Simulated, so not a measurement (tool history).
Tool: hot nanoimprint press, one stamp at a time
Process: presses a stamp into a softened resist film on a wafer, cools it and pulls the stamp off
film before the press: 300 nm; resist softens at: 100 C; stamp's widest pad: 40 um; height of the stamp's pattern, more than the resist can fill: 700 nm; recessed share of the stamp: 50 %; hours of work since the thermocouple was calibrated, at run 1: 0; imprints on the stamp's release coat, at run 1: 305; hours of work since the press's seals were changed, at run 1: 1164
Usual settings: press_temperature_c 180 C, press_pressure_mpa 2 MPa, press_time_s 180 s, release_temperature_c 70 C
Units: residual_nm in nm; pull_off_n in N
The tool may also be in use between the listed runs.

run	hour	press_temperature_c	press_pressure_mpa	press_time_s	release_temperature_c	hours of work since the thermocouple was calibrated	imprints on the stamp's release coat	hours of work since the press's seals were changed	residual_nm	pull_off_n
1	0	180	2	180	70	0	305	1164	116.7	175
2	51.9	180	2	180	63	35	585	1199	117	207
3	122.5	180	2	180	63	83	966	1247	115.8	206
# hour 181.9: press's hydraulic seals changed and the load cell set to zero
4	195.7	180	2	180	63	127	1317	9	113.7	225
5	256.7	180	2	180	70	168	1646	51	113.2	202
6	305.9	180	2	180	70	202	1911	84	112.2	212
7	353.2	180	2.33	180	70	234	2166	116	103.8	227
# hour 412.8: stamp cleaned and given a new release coat
8	423.7	180	2.33	180	70	277	59	160	104.4	162
9	499	180	2.33	180	70	328	465	211	103.1	171
# hour 556.4: plate thermocouple calibrated
10	557.7	180	2.33	180	62	1	765	248	99	207
11	590.9	180	2.33	180	62	23	944	271	99.3	199
12	652	180	2.33	180	62	65	1273	312	97.2	220
13	702.1	180	2	180	70	99	1543	346	105.6	195
14	748.8	181	2.29	180	70	130	1795	377	95.5	194
# hour 793.3: plate thermocouple calibrated, once more
15	806	181	2.29	180	70	9	2087	414	106.6	227
16	858.4	181	2.29	180	70	44	2370	450	106.1	232
# hour 883.2: stamp cleaned and given a new release coat
17	914	181	2.29	180	70	78	166	483	105.7	167
18	954	181	2.29	180	70	105	381	510	105.6	175
19	1014.2	176	1.28	180	70	145	706	551	158.5	174
20	1085.1	188	2.71	127	60	193	1088	599	90.2	224
21	1148.1	184	2.71	127	66	236	1428	642	101.3	217
22	1186.5	184	2.71	127	66	262	1635	667	100.8	220
23	1244.7	184	2.71	127	66	301	1948	707	100.5	229
24	1277.8	184	2.71	127	66	324	2127	729	99.5	230
25	1321.1	184	2.71	127	66	353	2360	759	98	240

Forecast each of these 4 alternatives for the next run:
# hour 1342.9: plate thermocouple calibrated
# hour 1348.9: stamp cleaned and given a new release coat
A	1402.4	178	2.71	339	56	36	288	807	?	?
# hour 1342.9: plate thermocouple calibrated
# hour 1348.9: stamp cleaned and given a new release coat
B	1402.4	169	1.88	300	66	36	288	807	?	?
# hour 1342.9: plate thermocouple calibrated
# hour 1348.9: stamp cleaned and given a new release coat
C	1402.4	183	2	180	70	36	288	807	?	?
# hour 1342.9: plate thermocouple calibrated
# hour 1348.9: stamp cleaned and given a new release coat
D	1402.4	188	1.71	202	70	36	288	807	?	?

run	residual_nm	pull_off_n
A	84.7	219
B	143.4	187
C	105.9	167
D	95	168
Without the tool's hidden state the same runs would have given:
run	residual_nm	pull_off_n
A	83.5	209
B	142.5	179
C	104.9	160
D	94.3	161
